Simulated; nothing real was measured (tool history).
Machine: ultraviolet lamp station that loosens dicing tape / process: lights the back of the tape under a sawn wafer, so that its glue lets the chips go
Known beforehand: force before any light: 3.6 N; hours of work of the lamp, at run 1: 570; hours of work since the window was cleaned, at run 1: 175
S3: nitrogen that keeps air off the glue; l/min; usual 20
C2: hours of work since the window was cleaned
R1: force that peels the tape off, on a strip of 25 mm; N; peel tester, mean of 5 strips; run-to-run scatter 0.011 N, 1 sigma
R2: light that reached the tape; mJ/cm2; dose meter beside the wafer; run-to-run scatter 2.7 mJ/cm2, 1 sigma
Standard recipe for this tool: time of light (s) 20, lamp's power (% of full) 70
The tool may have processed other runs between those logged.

run 1 hour=0 | time_of_light_(s)=20 lamp's_power_(%_of_full)=70 S3=20 | hours_of_work_of_the_lamp=570 C2=175 | R1=0.944 R2=235
run 2 hour=27 | time_of_light_(s)=20 lamp's_power_(%_of_full)=81 S3=20 | hours_of_work_of_the_lamp=589 C2=194 | R1=0.824 R2=265
run 3 hour=50.2 | time_of_light_(s)=20 lamp's_power_(%_of_full)=81 S3=20 | hours_of_work_of_the_lamp=605 C2=211 | R1=0.827 R2=261
run 4 hour=77.2 | time_of_light_(s)=28 lamp's_power_(%_of_full)=70 S3=20 | hours_of_work_of_the_lamp=625 C2=230 | R1=0.651 R2=315
run 5 hour=89 | time_of_light_(s)=28 lamp's_power_(%_of_full)=70 S3=20 | hours_of_work_of_the_lamp=633 C2=238 | R1=0.646 R2=307
run 6 hour=100.8 | time_of_light_(s)=28 lamp's_power_(%_of_full)=70 S3=20 | hours_of_work_of_the_lamp=641 C2=247 | R1=0.634 R2=307
run 7 hour=118.5 | time_of_light_(s)=28 lamp's_power_(%_of_full)=70 S3=20 | hours_of_work_of_the_lamp=654 C2=259 | R1=0.64 R2=302
run 8 hour=133.7 | time_of_light_(s)=28 lamp's_power_(%_of_full)=70 S3=20 | hours_of_work_of_the_lamp=665 C2=270 | R1=0.698 R2=296
run 9 hour=154.2 | time_of_light_(s)=20 lamp's_power_(%_of_full)=66 S3=20 | hours_of_work_of_the_lamp=679 C2=285 | R1=1.105 R2=201
-- hour=163.1 window cleaned of glue's vapour
run 10 hour=175.7 | time_of_light_(s)=20 lamp's_power_(%_of_full)=70 S3=20 | hours_of_work_of_the_lamp=694 C2=9 | R1=1.198 R2=202
run 11 hour=198 | time_of_light_(s)=20 lamp's_power_(%_of_full)=70 S3=20 | hours_of_work_of_the_lamp=710 C2=25 | R1=1.178 R2=198
run 12 hour=211.6 | time_of_light_(s)=18 lamp's_power_(%_of_full)=70 S3=20 | hours_of_work_of_the_lamp=720 C2=34 | R1=1.292 R2=173
run 13 hour=238.4 | time_of_light_(s)=19 lamp's_power_(%_of_full)=70 S3=20 | hours_of_work_of_the_lamp=739 C2=54 | R1=1.287 R2=178
run 14 hour=265.8 | time_of_light_(s)=19 lamp's_power_(%_of_full)=70 S3=20 | hours_of_work_of_the_lamp=759 C2=73 | R1=1.292 R2=174
run 15 hour=287.8 | time_of_light_(s)=20 lamp's_power_(%_of_full)=70 S3=20 | hours_of_work_of_the_lamp=774 C2=89 | R1=1.228 R2=188
run 16 hour=314 | time_of_light_(s)=14 lamp's_power_(%_of_full)=70 S3=20 | hours_of_work_of_the_lamp=793 C2=107 | R1=1.685 R2=126
-- hour=318.1 window cleaned of glue's vapour, once more
run 17 hour=328.3 | time_of_light_(s)=14 lamp's_power_(%_of_full)=70 S3=20 | hours_of_work_of_the_lamp=803 C2=7 | R1=1.598 R2=139
run 18 hour=350.8 | time_of_light_(s)=20 lamp's_power_(%_of_full)=70 S3=32 | hours_of_work_of_the_lamp=819 C2=23 | R1=0.975 R2=202
-- hour=353.4 lamp changed
run 19 hour=379.8 | time_of_light_(s)=20 lamp's_power_(%_of_full)=70 S3=32 | hours_of_work_of_the_lamp=19 C2=43 | R1=0.411 R2=348
run 20 hour=396.7 | time_of_light_(s)=20 lamp's_power_(%_of_full)=70 S3=32 | hours_of_work_of_the_lamp=31 C2=55 | R1=0.394 R2=342
run 21 hour=421 | time_of_light_(s)=20 lamp's_power_(%_of_full)=70 S3=32 | hours_of_work_of_the_lamp=48 C2=73 | R1=0.424 R2=339
run 22 hour=447.3 | time_of_light_(s)=29 lamp's_power_(%_of_full)=70 S3=16 | hours_of_work_of_the_lamp=67 C2=91 | R1=0.346 R2=484
run 23 hour=476.2 | time_of_light_(s)=29 lamp's_power_(%_of_full)=70 S3=16 | hours_of_work_of_the_lamp=87 C2=112 | R1=0.337 R2=470
run 24 hour=493.8 | time_of_light_(s)=12 lamp's_power_(%_of_full)=78 S3=25 | hours_of_work_of_the_lamp=100 C2=124 | R1=0.941 R2=221
run 25 hour=506.8 | time_of_light_(s)=12 lamp's_power_(%_of_full)=78 S3=25 | hours_of_work_of_the_lamp=109 C2=134 | R1=0.955 R2=216
run 26 hour=519.9 | time_of_light_(s)=12 lamp's_power_(%_of_full)=78 S3=25 | hours_of_work_of_the_lamp=119 C2=143 | R1=0.964 R2=214
run 27 hour=538.1 | time_of_light_(s)=12 lamp's_power_(%_of_full)=87 S3=10 | hours_of_work_of_the_lamp=132 C2=156 | R1=1.239 R2=238
run 28 hour=565.7 | time_of_light_(s)=14 lamp's_power_(%_of_full)=60 S3=8 | hours_of_work_of_the_lamp=151 C2=176 | R1=1.681 R2=190
run 29 hour=591.6 | time_of_light_(s)=15 lamp's_power_(%_of_full)=79 S3=11 | hours_of_work_of_the_lamp=170 C2=194 | R1=1.143 R2=261
run 30 hour=620 | time_of_light_(s)=11 lamp's_power_(%_of_full)=62 S3=8 | hours_of_work_of_the_lamp=190 C2=214 | R1=1.956 R2=146
run 31 hour=646.7 | time_of_light_(s)=11 lamp's_power_(%_of_full)=64 S3=13 | hours_of_work_of_the_lamp=209 C2=233 | R1=1.671 R2=150
run 32 hour=658.6 | time_of_light_(s)=11 lamp's_power_(%_of_full)=95 S3=9 | hours_of_work_of_the_lamp=217 C2=242 | R1=1.354 R2=222
run 33 hour=681.6 | time_of_light_(s)=13 lamp's_power_(%_of_full)=71 S3=15 | hours_of_work_of_the_lamp=234 C2=258 | R1=1.27 R2=195
run 34 hour=707.5 | time_of_light_(s)=14 lamp's_power_(%_of_full)=79 S3=20 | hours_of_work_of_the_lamp=252 C2=277 | R1=1.008 R2=227
-- hour=727.9 window cleaned of glue's vapour
run 35 hour=734 | time_of_light_(s)=14 lamp's_power_(%_of_full)=79 S3=20 | hours_of_work_of_the_lamp=271 C2=4 | R1=0.9 R2=238
run 36 hour=760.9 | time_of_light_(s)=14 lamp's_power_(%_of_full)=79 S3=20 | hours_of_work_of_the_lamp=290 C2=24 | R1=0.923 R2=237
run 37 hour=775.3 | time_of_light_(s)=15 lamp's_power_(%_of_full)=73 S3=24 | hours_of_work_of_the_lamp=300 C2=34 | R1=0.886 R2=229
run 38 hour=804.5 | time_of_light_(s)=39 lamp's_power_(%_of_full)=62 S3=10 | hours_of_work_of_the_lamp=321 C2=55 | R1=0.439 R2=502
run 39 hour=820.6 | time_of_light_(s)=18 lamp's_power_(%_of_full)=62 S3=10 | hours_of_work_of_the_lamp=332 C2=66 | R1=1.295 R2=225
run 40 hour=839.4 | time_of_light_(s)=20 lamp's_power_(%_of_full)=62 S3=11 | hours_of_work_of_the_lamp=346 C2=79 | R1=1.163 R2=251
run 41 hour=859.6 | time_of_light_(s)=20 lamp's_power_(%_of_full)=62 S3=11 | hours_of_work_of_the_lamp=360 C2=94 | R1=1.14 R2=250
run 42 hour=875.5 | time_of_light_(s)=10 lamp's_power_(%_of_full)=65 S3=13 | hours_of_work_of_the_lamp=371 C2=105 | R1=1.876 R2=132

Predict each of these 5 candidate next runs independently; none follows another, all start after run 42:
run A hour=900.4 | time_of_light_(s)=20 lamp's_power_(%_of_full)=78 S3=37 | hours_of_work_of_the_lamp=389 C2=123 | R1=? R2=?
run B hour=900.4 | time_of_light_(s)=10 lamp's_power_(%_of_full)=97 S3=13 | hours_of_work_of_the_lamp=389 C2=123 | R1=? R2=?
run C hour=900.4 | time_of_light_(s)=10 lamp's_power_(%_of_full)=65 S3=13 | hours_of_work_of_the_lamp=389 C2=123 | R1=? R2=?
run D hour=900.4 | time_of_light_(s)=38 lamp's_power_(%_of_full)=67 S3=7 | hours_of_work_of_the_lamp=389 C2=123 | R1=? R2=?
run E hour=900.4 | time_of_light_(s)=20 lamp's_power_(%_of_full)=81 S3=20 | hours_of_work_of_the_lamp=389 C2=123 | R1=? R2=?

run=A R1=0.467 R2=302
run=B R1=1.41 R2=189
run=C R1=1.919 R2=123
run=D R1=0.551 R2=502
run=E R1=0.601 R2=316
Without the tool's unlogged condition, the same runs would have read:
run=A R1=0.284 R2=396
run=B R1=1.069 R2=247
run=C R1=1.586 R2=162
run=D R1=0.342 R2=656
run=E R1=0.378 R2=413
